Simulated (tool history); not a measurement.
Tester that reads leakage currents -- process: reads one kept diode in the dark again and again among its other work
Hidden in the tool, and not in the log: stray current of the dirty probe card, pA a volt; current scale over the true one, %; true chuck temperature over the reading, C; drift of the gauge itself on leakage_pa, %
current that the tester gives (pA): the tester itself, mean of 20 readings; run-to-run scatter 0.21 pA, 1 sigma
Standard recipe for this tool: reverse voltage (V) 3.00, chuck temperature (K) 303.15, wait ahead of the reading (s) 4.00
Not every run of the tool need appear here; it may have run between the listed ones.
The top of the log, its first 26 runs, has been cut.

| run | hour | reverse voltage (V) | chuck temperature (K) | wait ahead of the reading (s) | hours of work since the probe card was cleaned | hours of work since the tester was calibrated | hours of work since the chuck was calibrated | current that the tester gives (pA) |
|---|---|---|---|---|---|---|---|---|
| 27 | 836.2 | 3.00 | 300.15 | 4.00 | 2419 | 566 | 154 | 55.99 |
| 28 | 858.1 | 1.50 | 315.15 | 1.64 | 2428 | 576 | 164 | 126.82 |
| 29 | 892.0 | 3.00 | 303.15 | 0.31 | 2443 | 591 | 179 | 70.97 |
| 30 | 924.6 | 3.00 | 315.15 | 1.35 | 2458 | 605 | 193 | 158.44 |
| 31 | 959.3 | 2.71 | 324.15 | 2.78 | 2473 | 620 | 209 | 275.27 |
| 32 | 976.6 | 2.71 | 324.15 | 2.78 | 2481 | 628 | 216 | 276.90 |
| 33 | 1014.3 | 2.71 | 300.15 | 2.78 | 2498 | 645 | 233 | 54.79 |
| 34 | 1054.3 | 1.50 | 300.15 | 0.80 | 2515 | 662 | 251 | 45.14 |
| 35 | 1084.3 | 1.17 | 305.15 | 1.61 | 2529 | 676 | 264 | 59.65 |
| 36 | 1105.8 | 1.17 | 303.15 | 4.00 | 2538 | 685 | 273 | 51.55 |
| 37 | 1142.5 | 2.02 | 303.15 | 9.13 | 2554 | 701 | 290 | 61.78 |
| 38 | 1176.4 | 2.02 | 303.15 | 9.13 | 2569 | 716 | 305 | 61.82 |
| 39 | 1214.6 | 2.40 | 320.15 | 4.00 | 2586 | 733 | 322 | 206.94 |
| 40 | 1254.3 | 9.06 | 319.15 | 4.00 | 2604 | 751 | 339 | 299.08 |
| 41 | 1272.0 | 15.52 | 303.15 | 2.50 | 2612 | 759 | 347 | 122.60 |

Forecast each of these 3 alternatives for the next run:
| A | 1300.2 | 15.42 | 306.15 | 2.58 | 2624 | 771 | 360 | ? |
| B | 1300.2 | 7.18 | 299.15 | 8.06 | 2624 | 771 | 360 | ? |
| C | 1300.2 | 2.14 | 303.15 | 3.75 | 2624 | 771 | 360 | ? |

| run | current that the tester gives (pA) |
|---|---|
| A | 150.07 |
| B | 71.05 |
| C | 63.27 |
What these runs would have given with no unlogged condition in the tool:
| run | current that the tester gives (pA) |
|---|---|
| A | 144.33 |
| B | 68.31 |
| C | 61.95 |
